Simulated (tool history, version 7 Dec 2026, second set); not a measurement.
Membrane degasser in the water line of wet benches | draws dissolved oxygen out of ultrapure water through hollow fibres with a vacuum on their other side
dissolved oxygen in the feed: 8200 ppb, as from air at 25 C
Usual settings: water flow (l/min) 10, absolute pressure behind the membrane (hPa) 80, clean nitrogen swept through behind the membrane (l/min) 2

| run | hour | water flow (l/min) | absolute pressure behind the membrane (hPa) | clean nitrogen swept through behind the membrane (l/min) | dissolved oxygen in the water behind the degasser (ppb) | pressure that the water loses in the fibres (hPa) |
|---|---|---|---|---|---|---|
| 1 | 0 | 10 | 80 | 2 | 103.7 | 568.8 |
| 2 | 71.5 | 10 | 121.8 | 2 | 154.2 | 566.5 |
| 3 | 159.9 | 10 | 80 | 2 | 103.6 | 568 |
| 4 | 251.8 | 10 | 80 | 2 | 104.9 | 565.7 |
| 5 | 330.2 | 10 | 107.3 | 2 | 138.9 | 568.1 |
| 6 | 396.6 | 10 | 80 | 0.83 | 184 | 569.8 |
| 7 | 504.7 | 10 | 80 | 0.83 | 182 | 567.2 |
| 8 | 597.8 | 10 | 80 | 0.83 | 183 | 568 |
| 9 | 706.3 | 10 | 80 | 0.83 | 183.2 | 569.1 |
| 10 | 787 | 13 | 80 | 0.83 | 276.2 | 737.1 |
| 11 | 900.1 | 10 | 80 | 2 | 106.1 | 570.7 |
| 12 | 979.4 | 7 | 64.3 | 2 | 40.2 | 397.2 |
| 13 | 1047.6 | 10 | 156.1 | 3.22 | 142.6 | 568.6 |
| 14 | 1128 | 10 | 156.1 | 5.47 | 102.9 | 563.5 |
| 15 | 1225 | 6 | 152.6 | 5.55 | 40.1 | 340 |
| 16 | 1289.3 | 6 | 152.6 | 5.55 | 39.4 | 339.9 |
| 17 | 1363.2 | 7 | 118.9 | 3.18 | 60.2 | 396.8 |
| 18 | 1425.6 | 7 | 118.9 | 3.18 | 61 | 397.7 |
| 19 | 1516.3 | 12 | 150.1 | 3.81 | 175.9 | 686.6 |
| 20 | 1620.5 | 12 | 150.1 | 3.81 | 177.9 | 687 |
| 21 | 1672.8 | 12 | 102.2 | 3.81 | 136.8 | 681.4 |

3 ways to go on from here, each from the tool as it stands after run 21. What would each give?
| A | 1727.9 | 14 | 184.7 | 5.2 | ? | ? |
| B | 1727.9 | 6 | 119.4 | 2 | ? | ? |
| C | 1727.9 | 10 | 171.6 | 5.7 | ? | ? |

| run | dissolved oxygen in the water behind the degasser (ppb) | pressure that the water loses in the fibres (hPa) |
|---|---|---|
| A | 235.4 | 798.9 |
| B | 75.6 | 344.8 |
| C | 107.6 | 572.7 |
With no hidden state in the tool, these same runs would have given:
| run | dissolved oxygen in the water behind the degasser (ppb) | pressure that the water loses in the fibres (hPa) |
|---|---|---|
| A | 224.6 | 788.6 |
| B | 69.7 | 340.3 |
| C | 101.5 | 565.3 |
